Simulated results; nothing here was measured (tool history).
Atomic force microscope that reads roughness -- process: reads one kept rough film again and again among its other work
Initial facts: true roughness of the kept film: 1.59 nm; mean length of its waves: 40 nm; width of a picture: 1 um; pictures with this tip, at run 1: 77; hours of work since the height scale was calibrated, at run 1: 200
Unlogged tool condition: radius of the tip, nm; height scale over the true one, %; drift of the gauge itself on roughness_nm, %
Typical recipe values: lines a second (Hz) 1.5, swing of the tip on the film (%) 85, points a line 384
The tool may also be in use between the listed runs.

run	hour	lines a second (Hz)	swing of the tip on the film (%)	points a line	pictures with this tip	hours of work since the height scale was calibrated	roughness of the kept film (nm (root mean square))
1	0	1.5	85	384	77	200	1.223
# hour 4.9: new tip fitted
2	8.4	1.5	85	384	8	206	1.276
3	17	1.5	85	384	26	211	1.248
4	26.1	1.5	85	384	45	217	1.236
5	40.2	1.5	85	384	75	227	1.208
# hour 47.1: new tip fitted
6	53.5	1.5	85	384	14	235	1.266
7	68.7	1.5	85	486	46	245	1.239
8	87.2	1.26	85	384	85	257	1.24
# hour 89.4: new tip fitted
9	101.8	1.26	85	384	26	266	1.284
10	114.1	1.26	85	384	52	274	1.267
# hour 131.4: new tip fitted
11	132.6	1.21	85	384	3	286	1.322
12	147.4	1.21	85	384	34	296	1.293
13	155.2	1.5	85	384	50	301	1.242
14	170.2	1.5	85	384	82	311	1.209
# hour 173.9: new tip fitted
15	179.5	1.5	85	384	11	317	1.268
16	187.6	1.5	85	384	29	322	1.247
17	199.8	1.5	85	384	54	330	1.226
18	209.7	1.5	85	384	75	336	1.214
# hour 215.7: new tip fitted
19	222.8	1.5	85	443	15	345	1.276
20	232.8	1.5	85	257	36	351	1.245
21	247.9	1.5	85	257	67	361	1.214
# hour 250.5: height scale calibrated on a step standard
# hour 259.2: new tip fitted
22	261.2	1.5	85	266	4	7	1.262
23	268.8	1.5	85	482	20	12	1.253
24	280.9	1.5	68	384	46	20	1.378
25	292.9	1.5	68	384	71	27	1.358
# hour 301: new tip fitted
26	309.7	1.5	85	384	19	38	1.258
27	321.7	1.5	60	384	44	46	1.413
# hour 326.2: height scale calibrated on a step standard, once more
28	331.2	0.6	60	384	62	3	1.449
# hour 344.2: new tip fitted
29	349.7	1.5	68	449	12	15	1.414
30	364.2	1.5	81	454	42	25	1.278
31	381	1.45	64	454	78	36	1.374
# hour 385.9: new tip fitted
32	391.6	1.45	64	315	12	42	1.44
33	404.3	1.99	73	656	39	51	1.298
34	414.5	2.02	89	402	60	57	1.107
# hour 427.1: new tip fitted
35	428.8	2.02	89	402	3	66	1.152
36	444.1	2.02	89	402	36	76	1.133
37	458.3	3.98	85	384	66	86	0.948
# hour 468.4: new tip fitted
38	476.9	3.98	85	384	18	98	0.974
39	490.6	2.43	89	384	47	107	1.05
40	499.3	0.97	58	467	65	112	1.436
# hour 509.6: new tip fitted
41	517.6	0.97	58	467	17	124	1.492
42	529.1	0.97	58	467	41	131	1.462
43	540.8	0.97	58	467	66	139	1.447
# hour 551.7: new tip fitted
44	558.8	0.97	58	467	15	151	1.49
45	570.3	0.97	58	467	40	158	1.464
46	578.6	2.25	60	694	57	164	1.379
# hour 592.6: new tip fitted
47	597.4	1.5	86	384	10	176	1.255
48	606.9	1.5	86	265	30	182	1.224
49	615	1.5	86	265	47	187	1.216
50	630.7	0.66	85	384	80	198	1.339
# hour 634.7: new tip fitted
51	647.7	1.5	76	795	28	208	1.333
52	659.8	3.29	59	286	53	216	1.337

Consider 4 possible next runs. They are alternatives, not a sequence: every one starts from the tool as it was left by run 52. What does each give?
A	670.4	1.5	78	500	76	223	?
B	670.4	2.05	73	525	76	223	?
C	670.4	1.5	74	384	76	223	?
D	670.4	1.56	85	298	76	223	?

run	roughness of the kept film (nm (root mean square))
A	1.284
B	1.274
C	1.312
D	1.203
Had the tool no hidden state, the same runs would have come out as:
run	roughness of the kept film (nm (root mean square))
A	1.354
B	1.344
C	1.384
D	1.268
